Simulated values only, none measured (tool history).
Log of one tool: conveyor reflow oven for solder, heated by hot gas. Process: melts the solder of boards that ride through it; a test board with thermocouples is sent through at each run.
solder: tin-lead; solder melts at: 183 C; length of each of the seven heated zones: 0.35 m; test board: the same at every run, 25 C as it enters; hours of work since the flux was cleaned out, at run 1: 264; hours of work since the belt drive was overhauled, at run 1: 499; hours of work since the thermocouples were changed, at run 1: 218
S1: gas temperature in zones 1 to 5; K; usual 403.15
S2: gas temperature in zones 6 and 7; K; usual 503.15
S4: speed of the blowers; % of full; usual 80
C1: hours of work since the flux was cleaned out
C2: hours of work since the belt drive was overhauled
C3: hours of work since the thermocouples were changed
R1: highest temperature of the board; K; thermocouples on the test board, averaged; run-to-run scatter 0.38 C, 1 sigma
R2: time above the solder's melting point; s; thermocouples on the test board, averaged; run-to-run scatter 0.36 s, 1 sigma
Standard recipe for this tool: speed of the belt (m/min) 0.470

run 1 hour=0.0 | S1=403.15 S2=503.15 speed_of_the_belt_(m/min)=0.470 S4=80 | C1=264 C2=499 C3=218 | R1=486.35 R2=60.8
run 2 hour=15.0 | S1=403.15 S2=503.15 speed_of_the_belt_(m/min)=0.470 S4=80 | C1=272 C2=506 C3=225 | R1=486.85 R2=60.6
run 3 hour=32.3 | S1=403.15 S2=503.15 speed_of_the_belt_(m/min)=0.470 S4=80 | C1=280 C2=515 C3=234 | R1=486.45 R2=60.6
run 4 hour=49.5 | S1=403.15 S2=503.15 speed_of_the_belt_(m/min)=0.470 S4=80 | C1=289 C2=523 C3=242 | R1=486.25 R2=60.7
-- hour=54.2 belt drive overhauled, speed set with a stopwatch
run 5 hour=62.3 | S1=403.15 S2=503.15 speed_of_the_belt_(m/min)=0.470 S4=80 | C1=293 C2=4 C3=247 | R1=487.15 R2=61.0
run 6 hour=71.7 | S1=403.15 S2=503.15 speed_of_the_belt_(m/min)=0.470 S4=80 | C1=298 C2=9 C3=251 | R1=486.95 R2=60.9
run 7 hour=86.8 | S1=403.15 S2=509.15 speed_of_the_belt_(m/min)=0.504 S4=80 | C1=305 C2=16 C3=259 | R1=489.55 R2=59.0
run 8 hour=97.4 | S1=403.15 S2=517.15 speed_of_the_belt_(m/min)=0.470 S4=51 | C1=311 C2=21 C3=264 | R1=493.85 R2=67.3
run 9 hour=115.1 | S1=403.15 S2=517.15 speed_of_the_belt_(m/min)=0.470 S4=51 | C1=319 C2=30 C3=273 | R1=493.95 R2=67.5
run 10 hour=122.8 | S1=399.15 S2=511.15 speed_of_the_belt_(m/min)=0.470 S4=50 | C1=323 C2=34 C3=277 | R1=487.65 R2=59.6
-- hour=138.5 belt drive overhauled, speed set with a stopwatch, once more
run 11 hour=140.6 | S1=403.15 S2=506.15 speed_of_the_belt_(m/min)=0.452 S4=52 | C1=330 C2=1 C3=283 | R1=485.45 R2=60.5

5 options for the next run, each taken on its own from the tool as it stands now. Forecast them:
run A hour=159.2 | S1=403.15 S2=515.15 speed_of_the_belt_(m/min)=0.505 S4=52 | C1=339 C2=10 C3=293 | R1=? R2=?
run B hour=159.2 | S1=403.15 S2=496.15 speed_of_the_belt_(m/min)=0.471 S4=78 | C1=339 C2=10 C3=293 | R1=? R2=?
run C hour=159.2 | S1=403.15 S2=494.15 speed_of_the_belt_(m/min)=0.452 S4=50 | C1=339 C2=10 C3=293 | R1=? R2=?
run D hour=159.2 | S1=403.15 S2=508.15 speed_of_the_belt_(m/min)=0.470 S4=80 | C1=339 C2=10 C3=293 | R1=? R2=?
run E hour=159.2 | S1=403.15 S2=499.15 speed_of_the_belt_(m/min)=0.551 S4=88 | C1=339 C2=10 C3=293 | R1=? R2=?

run=A R1=488.65 R2=56.7
run=B R1=479.05 R2=51.8
run=C R1=474.55 R2=46.6
run=D R1=490.95 R2=63.5
run=E R1=478.35 R2=41.2
Without the tool's hidden state the same runs would have given:
run=A R1=490.65 R2=58.9
run=B R1=480.75 R2=55.0
run=C R1=475.85 R2=49.5
run=D R1=492.85 R2=65.9
run=E R1=480.85 R2=44.9
